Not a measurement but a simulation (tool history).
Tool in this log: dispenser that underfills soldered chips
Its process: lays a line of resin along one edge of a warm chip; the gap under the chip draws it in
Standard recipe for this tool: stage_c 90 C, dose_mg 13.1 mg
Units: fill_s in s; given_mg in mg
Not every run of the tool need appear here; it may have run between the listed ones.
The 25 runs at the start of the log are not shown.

run 26 hour=109.9 | stage_c=93 dose_mg=15.7 | fill_s=157 given_mg=15.31
run 27 hour=113.1 | stage_c=93 dose_mg=15.7 | fill_s=173 given_mg=15.33
-- hour=116.4 new syringe of resin
run 28 hour=118.1 | stage_c=93 dose_mg=15.7 | fill_s=123.1 given_mg=15.23
run 29 hour=121.4 | stage_c=85 dose_mg=14.1 | fill_s=179.6 given_mg=13.61
run 30 hour=125.7 | stage_c=78 dose_mg=11.7 | fill_s=265.7 given_mg=11.22
run 31 hour=129.6 | stage_c=78 dose_mg=11.7 | fill_s=300.9 given_mg=11.22
-- hour=130.8 new syringe of resin
run 32 hour=133.9 | stage_c=78 dose_mg=11.7 | fill_s=219 given_mg=11.22
-- hour=139.2 dispensing valve cleaned and set on the balance
run 33 hour=139.2 | stage_c=96 dose_mg=13.7 | fill_s=134.5 given_mg=13.62
run 34 hour=143.4 | stage_c=101 dose_mg=14 | fill_s=134.5 given_mg=13.92
-- hour=146.7 new syringe of resin
run 35 hour=149.1 | stage_c=98 dose_mg=12.2 | fill_s=111.6 given_mg=12.08

What if the next run were any one of these 5? Each begins from the tool's condition after run 35:
run A hour=153.7 | stage_c=98 dose_mg=16.6 | fill_s=? given_mg=?
run B hour=153.7 | stage_c=93 dose_mg=16.4 | fill_s=? given_mg=?
run C hour=153.7 | stage_c=79 dose_mg=14.5 | fill_s=? given_mg=?
run D hour=153.7 | stage_c=93 dose_mg=15.3 | fill_s=? given_mg=?
run E hour=153.7 | stage_c=99 dose_mg=14.6 | fill_s=? given_mg=?

run=A fill_s=127.7 given_mg=16.43
run=B fill_s=149 given_mg=16.26
run=C fill_s=229.7 given_mg=14.41
run=D fill_s=148.6 given_mg=15.05
run=E fill_s=124.8 given_mg=14.38
Had the tool no hidden state, the same runs would have come out as:
run=A fill_s=107 given_mg=16.6
run=B fill_s=125 given_mg=16.44
run=C fill_s=193.3 given_mg=14.57
run=D fill_s=124.7 given_mg=15.22
run=E fill_s=104.6 given_mg=14.54
